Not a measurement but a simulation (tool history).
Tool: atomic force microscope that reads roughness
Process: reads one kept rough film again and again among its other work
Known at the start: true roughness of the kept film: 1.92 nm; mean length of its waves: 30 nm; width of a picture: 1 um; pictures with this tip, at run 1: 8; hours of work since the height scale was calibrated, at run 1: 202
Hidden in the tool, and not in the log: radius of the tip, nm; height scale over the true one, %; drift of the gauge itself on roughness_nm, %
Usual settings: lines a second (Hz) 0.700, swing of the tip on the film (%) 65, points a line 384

run	hour	lines a second (Hz)	swing of the tip on the film (%)	points a line	pictures with this tip	hours of work since the height scale was calibrated	roughness of the kept film (nm (root mean square))
1	0.0	0.700	65	384	8	202	1.767
2	5.5	0.700	65	384	15	206	1.727
3	10.0	0.700	65	384	20	210	1.713
4	16.7	0.700	84	384	28	215	1.603
5	24.2	0.700	84	384	37	221	1.599
6	29.6	1.622	65	384	44	225	1.607
7	39.0	1.622	65	384	55	232	1.574
8	49.1	1.622	65	384	67	240	1.542
# hour 53.0: new tip fitted
9	55.2	0.700	65	734	3	244	1.790
10	64.1	0.700	65	384	14	251	1.749
11	70.0	0.700	65	384	21	256	1.715
12	78.1	0.825	65	384	30	262	1.700
13	82.8	0.825	90	384	36	265	1.522
14	88.5	0.825	90	384	43	270	1.517
15	96.6	0.825	90	384	53	276	1.490
16	101.4	0.825	90	384	59	280	1.488
17	111.2	0.825	90	384	70	287	1.454
# hour 112.3: new tip fitted
18	116.3	0.700	65	384	5	291	1.781
19	121.2	0.700	65	384	11	295	1.753
20	128.1	0.700	65	384	19	300	1.745
21	134.2	0.700	65	384	26	304	1.712
22	139.7	0.700	65	384	33	309	1.697
23	144.9	0.700	65	384	39	313	1.692
24	153.3	0.756	65	384	49	319	1.635
25	162.5	0.700	88	384	60	326	1.505
# hour 171.3: new tip fitted
26	172.0	0.700	88	384	0	333	1.652
27	179.5	0.700	88	384	9	339	1.641
28	187.7	0.700	82	429	19	345	1.645
# hour 189.6: height scale calibrated on a step standard
29	198.8	1.299	70	296	31	7	1.626
# hour 206.1: height scale calibrated on a step standard, once more
30	206.2	1.299	70	296	39	0	1.567
31	215.8	0.700	63	717	51	7	1.658
32	221.7	2.097	60	384	58	12	1.554
33	231.5	3.442	65	701	69	19	1.426
# hour 232.8: new tip fitted
34	236.9	2.897	83	431	4	23	1.337
35	243.7	0.707	65	951	13	28	1.747
36	252.2	0.902	65	384	23	35	1.693
37	259.4	1.206	65	384	32	41	1.636
38	269.3	1.206	65	384	43	48	1.613
39	276.9	0.766	58	837	53	54	1.646
40	282.7	1.029	84	384	60	58	1.471
41	287.1	0.700	65	474	65	62	1.604
# hour 292.6: new tip fitted
42	294.9	1.287	74	454	3	67	1.650
43	300.0	1.582	55	373	9	71	1.749
44	309.5	1.582	55	373	20	79	1.703
45	314.9	1.087	55	373	27	83	1.703
46	319.9	1.087	55	373	33	87	1.687
47	329.9	1.087	57	990	45	94	1.659
48	335.7	3.104	64	990	52	99	1.483
49	344.7	3.104	64	990	63	106	1.478
# hour 351.8: new tip fitted
50	352.3	0.987	55	990	0	111	1.804
51	360.9	1.135	68	434	10	118	1.692
52	365.6	2.537	64	913	16	121	1.613

How the hidden state differs across the entries between the runs, from the last listed run before each to the first after it:
Between runs 8 and 9: new tip fitted (hour 53.0)
  radius of the tip, nm: 18.1 -> 5.6
  measured less the result without the state, roughness of the kept film (nm (root mean square)): -0.154 -> +0.001
Between runs 17 and 18: new tip fitted (hour 112.3)
  radius of the tip, nm: 18.5 -> 6
  measured less the result without the state, roughness of the kept film (nm (root mean square)): -0.150 -> -0.003
Between runs 25 and 26: new tip fitted (hour 171.3)
  radius of the tip, nm: 17 -> 5.5; height scale over the true one, %: 0.67 -> 0.68
  measured less the result without the state, roughness of the kept film (nm (root mean square)): -0.136 -> +0.005
Between runs 28 and 29: height scale calibrated on a step standard (hour 189.6)
  radius of the tip, nm: 9.2 -> 11.4; height scale over the true one, %: 0.7 -> 1.19
  measured less the result without the state, roughness of the kept film (nm (root mean square)): -0.044 -> -0.065
Between runs 29 and 30: height scale calibrated on a step standard, once more (hour 206.1)
  radius of the tip, nm: 11.4 -> 13; height scale over the true one, %: 1.19 -> -0.18
  measured less the result without the state, roughness of the kept film (nm (root mean square)): -0.065 -> -0.105
Between runs 33 and 34: new tip fitted (hour 232.8)
  radius of the tip, nm: 18.8 -> 5.9; height scale over the true one, %: -0.15 -> -0.14
  measured less the result without the state, roughness of the kept film (nm (root mean square)): -0.162 -> -0.012
Between runs 41 and 42: new tip fitted (hour 292.6)
  radius of the tip, nm: 18 -> 5.8; height scale over the true one, %: -0.09 -> -0.08
  measured less the result without the state, roughness of the kept film (nm (root mean square)): -0.171 -> -0.011
Between runs 49 and 50: new tip fitted (hour 351.8)
  radius of the tip, nm: 17.7 -> 5.1; height scale over the true one, %: -0.02 -> -0.01
  measured less the result without the state, roughness of the kept film (nm (root mean square)): -0.151 -> -0.001
